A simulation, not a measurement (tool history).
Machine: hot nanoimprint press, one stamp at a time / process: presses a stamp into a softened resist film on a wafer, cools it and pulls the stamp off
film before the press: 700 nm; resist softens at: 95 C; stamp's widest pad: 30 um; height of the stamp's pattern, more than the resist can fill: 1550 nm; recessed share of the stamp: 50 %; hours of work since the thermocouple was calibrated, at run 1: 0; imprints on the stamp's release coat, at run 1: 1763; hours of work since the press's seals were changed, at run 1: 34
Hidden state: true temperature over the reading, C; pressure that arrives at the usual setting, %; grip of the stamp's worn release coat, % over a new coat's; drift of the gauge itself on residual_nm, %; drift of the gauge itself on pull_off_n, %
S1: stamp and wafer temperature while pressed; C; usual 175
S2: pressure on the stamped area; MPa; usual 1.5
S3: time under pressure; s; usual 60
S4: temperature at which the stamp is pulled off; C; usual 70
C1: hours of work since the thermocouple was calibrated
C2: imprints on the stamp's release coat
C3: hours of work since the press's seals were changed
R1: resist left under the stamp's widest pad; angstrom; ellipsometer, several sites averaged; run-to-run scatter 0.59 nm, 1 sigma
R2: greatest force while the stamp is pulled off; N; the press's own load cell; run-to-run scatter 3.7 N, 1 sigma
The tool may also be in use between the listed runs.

run   hour   S1    S2   S3  S4   C1    C2   C3    R1   R2
  1      0  175   1.5   60  70    0  1763   34  2879  337
  2   19.7  175   1.5   60  70   15  1823   49  2873  339
  3   37.5  175   1.5   60  70   29  1878   62  2892  356
      79.4  -- stamp cleaned and given a new release coat
  4   82.6  175   1.5   60  70   58    10   92  2889  186
  5    121  175   1.5   60  69   88   128  121  2887  192
  6  156.2  175   1.5   60  69  114   236  148  2900  202
  7  191.4  175   1.5   34  69  141   344  175  3515  215
  8  213.2  175   1.5   31  70  158   411  191  3616  214
  9  231.3  175   1.5   31  70  172   466  205  3618  217
 10  267.9  175   1.5   31  70  200   579  233  3624  226
 11  302.7  175   1.5   31  70  226   685  260  3640  243
 12  343.4  175   1.5   60  70  257   810  291  2931  245
 13  361.5  175   1.5   42  70  271   866  304  3297  255
 14  400.2  175   1.5   42  70  300   985  334  3316  254
     413.5  -- plate thermocouple calibrated
 15    445  175   1.5   42  70   24  1113  366  3281  269
 16    477  175   1.3   42  70   48  1211  390  3539  290
 17  499.3  175   1.3   42  70   65  1280  407  3534  285
 18  538.1  175   1.3   42  70   95  1399  437  3540  295
 19  563.7  183  1.61   42  70  114  1477  456  2654  313
 20  601.2  183  1.61   42  70  143  1592  485  2666  322
 21    625  183  1.61   42  70  161  1665  503  2674  335
 22  666.8  183  1.61   42  70  193  1794  535  2678  345
 23  692.2  183  1.61   42  70  212  1871  554  2674  342
 24  718.5  174  1.61   67  56  232  1952  574  2794  514
     736.2  -- stamp cleaned and given a new release coat
 25  754.7  168  1.06   66  56  255    57  597  4016  248
 26  789.3  169  1.05   60  70  282   163  624  4080  191
 27  814.3  169  1.05   60  70  301   240  643  4072  205
       827  -- plate thermocouple calibrated
 28  838.5  178  2.22  115  67    9   305  659  1721  221
 29  864.1  181   1.5   58  70   28   383  678  2584  207

Difference, measured minus no-hidden-state, one row per run. Run-to-run variation is common to both terms; the gauge's own scatter need not be:
run   R1    R2
  1   -5  +158
  2   -3  +163
  3   +0  +175
  4   +7    +1
  5  +12   +10
  6  +18   +20
  7  +26   +29
  8  +30   +35
  9  +34   +39
 10  +41   +49
 11  +48   +60
 12  +49   +70
 13  +56   +77
 14  +62   +85
 15  +24   +95
 16  +28  +107
 17  +31  +111
 18  +39  +122
 19  +39  +134
 20  +45  +146
 21  +49  +155
 22  +55  +168
 23  +58  +170
 24  +68  +262
 25  +79    +9
 26  +86   +16
 27  +90   +24
 28  +35   +26
 29  +39   +31

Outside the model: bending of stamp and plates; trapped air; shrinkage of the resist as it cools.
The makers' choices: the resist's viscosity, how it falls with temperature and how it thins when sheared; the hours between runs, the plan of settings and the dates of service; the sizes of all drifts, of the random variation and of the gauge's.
